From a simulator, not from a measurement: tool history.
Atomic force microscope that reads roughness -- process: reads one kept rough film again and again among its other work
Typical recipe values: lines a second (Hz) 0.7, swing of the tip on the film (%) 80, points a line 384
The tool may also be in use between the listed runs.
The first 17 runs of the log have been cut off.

run,hour,lines a second (Hz),swing of the tip on the film (%),points a line,pictures with this tip,hours of work since the height scale was calibrated,roughness of the kept film (nm (root mean square))
# hour 734.9: height scale calibrated on a step standard, once more
# hour 749.5: new tip fitted
18,761.1,0.7,80,384,17,19,2.013
19,795,0.7,80,450,64,44,1.98
20,829.7,0.7,80,450,113,70,1.947
21,872.4,0.7,80,450,173,101,1.898
22,914.5,0.7,80,450,232,133,1.871
23,940.7,0.7,80,450,269,152,1.842
# hour 984.9: new tip fitted
24,992.1,1.649,67,320,10,190,1.976
25,1051.6,1.649,67,320,94,234,1.944
26,1112.7,1.547,67,364,180,279,1.886
27,1156.6,2.321,80,856,241,311,1.694
28,1209.3,0.686,80,384,315,350,1.826
# hour 1221.3: new tip fitted
29,1246.1,0.7,75,384,34,377,2.007
30,1306.3,2.3,75,422,119,422,1.794
31,1367.4,2.3,75,422,205,467,1.734
32,1423.3,0.64,72,469,283,508,1.867
# hour 1460.5: new tip fitted
33,1482.8,1.002,64,469,31,552,2.04
34,1542.1,2.916,80,714,115,596,1.686
35,1579,3.317,86,384,166,623,1.485
36,1608.9,1.92,63,286,208,645,1.817

Consider 4 possible next runs. They are alternatives, not a sequence: every one starts from the tool as it was left by run 36. What does each give?
A,1671.1,0.7,78,316,296,691,?
B,1671.1,0.681,86,286,296,691,?
C,1671.1,2.548,63,286,296,691,?
D,1671.1,2.43,83,286,296,691,?

run,roughness of the kept film (nm (root mean square))
A,1.791
B,1.749
C,1.749
D,1.549
Take away the tool's hidden state, keep each run's random variation, and the runs would have read:
run,roughness of the kept film (nm (root mean square))
A,2.007
B,1.96
C,1.96
D,1.736

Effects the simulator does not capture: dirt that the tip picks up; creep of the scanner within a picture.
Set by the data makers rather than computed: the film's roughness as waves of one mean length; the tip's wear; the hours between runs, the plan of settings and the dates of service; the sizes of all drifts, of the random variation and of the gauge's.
